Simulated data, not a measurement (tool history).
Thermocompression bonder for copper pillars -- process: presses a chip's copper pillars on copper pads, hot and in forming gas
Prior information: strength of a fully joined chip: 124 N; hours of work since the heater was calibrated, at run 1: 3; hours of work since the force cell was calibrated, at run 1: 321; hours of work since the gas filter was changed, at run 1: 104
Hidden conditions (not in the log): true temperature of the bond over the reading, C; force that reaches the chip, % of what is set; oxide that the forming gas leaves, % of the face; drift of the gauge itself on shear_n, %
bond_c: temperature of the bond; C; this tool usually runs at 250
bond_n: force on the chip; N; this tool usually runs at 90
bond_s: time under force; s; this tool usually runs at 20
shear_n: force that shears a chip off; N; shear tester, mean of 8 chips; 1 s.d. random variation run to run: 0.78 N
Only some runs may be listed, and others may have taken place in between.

run,hour,bond_c,bond_n,bond_s,hours of work since the heater was calibrated,hours of work since the force cell was calibrated,hours of work since the gas filter was changed,shear_n
1,0.0,250,90,20,3,321,104,63.2
2,8.5,250,90,20,7,325,108,62.7
3,19.0,250,90,20,12,330,113,63.2
4,25.2,250,90,20,15,333,116,63.1
5,30.9,245,90,20,18,336,119,59.0
6,41.3,255,90,20,23,341,124,67.0
7,50.9,255,90,20,28,346,129,69.4
8,56.5,255,90,20,30,349,131,67.0
9,65.1,250,90,20,34,353,135,62.6
10,71.5,250,90,20,38,356,138,64.4
11,82.2,250,90,20,43,361,144,62.9
12,89.2,277,90,20,46,364,147,87.4
# hour 92.8: forming gas filter changed
13,99.4,250,90,12,51,369,3,53.3
14,107.2,250,90,12,55,373,7,52.6
15,112.5,250,105,19,57,375,10,71.4
16,124.2,245,66,23,63,381,15,46.4
17,134.3,245,129,38,68,386,20,92.7
18,142.2,245,129,38,72,390,24,94.1
19,149.6,250,90,19,75,393,27,62.3
20,157.5,234,81,16,79,397,31,39.5
21,164.1,277,126,51,82,400,34,118.2
22,175.4,242,126,15,88,406,40,68.5
23,181.2,238,126,10,90,409,43,56.3
24,186.4,230,119,38,93,411,45,74.8
25,195.1,230,119,38,97,415,49,74.5
26,200.8,261,97,23,100,418,52,80.8

Here are 4 independent what-if runs from the current tool condition. What would each one return?
A,209.1,257,107,31,104,422,56,?
B,209.1,278,97,21,104,422,56,?
C,209.1,250,72,13,104,422,56,?
D,209.1,261,88,23,104,422,56,?

run,shear_n
A,90.0
B,94.1
C,43.4
D,77.4
Without the tool's unlogged condition, the same runs would have read:
run,shear_n
A,90.0
B,94.1
C,43.4
D,77.3
